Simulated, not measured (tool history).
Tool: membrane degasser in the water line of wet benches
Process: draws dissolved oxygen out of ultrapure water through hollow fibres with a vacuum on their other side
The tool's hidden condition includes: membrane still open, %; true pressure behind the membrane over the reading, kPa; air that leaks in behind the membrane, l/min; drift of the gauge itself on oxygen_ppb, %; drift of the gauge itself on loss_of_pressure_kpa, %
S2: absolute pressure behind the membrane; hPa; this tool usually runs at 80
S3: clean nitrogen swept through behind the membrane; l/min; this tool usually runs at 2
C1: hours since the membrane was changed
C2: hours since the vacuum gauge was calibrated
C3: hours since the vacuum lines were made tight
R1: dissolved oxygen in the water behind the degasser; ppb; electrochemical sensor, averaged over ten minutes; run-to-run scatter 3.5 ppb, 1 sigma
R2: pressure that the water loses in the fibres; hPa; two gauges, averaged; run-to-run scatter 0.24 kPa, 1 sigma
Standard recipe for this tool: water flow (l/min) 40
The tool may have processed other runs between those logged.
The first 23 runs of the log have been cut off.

Run 24, hour 1123.8: usual settings but S2 180.9 hPa, S3 2.3 l/min; C1 2609; C2 2062; C3 10795. Result: R1 686.2 ppb, R2 634.6 hPa.
Run 25, hour 1178.8: usual settings but S2 109.9 hPa, S3 0.85 l/min; C1 2664; C2 2117; C3 10850. Result: R1 797.7 ppb, R2 632.8 hPa.
Run 26, hour 1243.1: usual settings but S2 109.9 hPa, S3 0.85 l/min; C1 2729; C2 2182; C3 10914. Result: R1 798.8 ppb, R2 637.1 hPa.
Run 27, hour 1305.9: usual settings but S2 95.4 hPa; C1 2791; C2 2244; C3 10977. Result: R1 413.7 ppb, R2 636 hPa.
Run 28, hour 1368.4: usual settings but water flow (l/min) 44, S2 69.8 hPa, S3 1.06 l/min; C1 2854; C2 2307; C3 11039. Result: R1 456.8 ppb, R2 698 hPa.
Run 29, hour 1408: usual settings but water flow (l/min) 44, S2 69.8 hPa, S3 1.06 l/min; C1 2894; C2 2346; C3 11079. Result: R1 464.1 ppb, R2 695.8 hPa.
Run 30, hour 1442.9: usual settings but water flow (l/min) 43, S2 72.5 hPa, S3 4.44 l/min; C1 2928; C2 2381; C3 11114. Result: R1 259 ppb, R2 681.6 hPa.
Run 31, hour 1497: usual settings but water flow (l/min) 47, S2 99.8 hPa; C1 2983; C2 2436; C3 11168. Result: R1 507.5 ppb, R2 751.5 hPa.
Run 32, hour 1535.2: usual settings but water flow (l/min) 42, S2 57.6 hPa, S3 1.86 l/min; C1 3021; C2 2474; C3 11206. Result: R1 278 ppb, R2 664.9 hPa.

3 ways to go on from here, each from the tool as it stands after run 32. What would each give?
Run A, hour 1593.4: usual settings but water flow (l/min) 49, S3 3.58 l/min; C1 3079; C2 2532; C3 11264. Result: R1 ?, R2 ?.
Run B, hour 1593.4: usual settings but S2 65.2 hPa; C1 3079; C2 2532; C3 11264. Result: R1 ?, R2 ?.
Run C, hour 1593.4: usual settings but water flow (l/min) 53, S2 57.6 hPa, S3 1.86 l/min; C1 3079; C2 2532; C3 11264. Result: R1 ?, R2 ?.

run     R1     R2
  A  332.2  784.5
  B    293    634
  C  366.2    841
Take away the tool's hidden state, keep each run's random variation, and the runs would have read:
run     R1     R2
  A  331.8  784.3
  B  292.7  633.8
  C  365.8  840.7
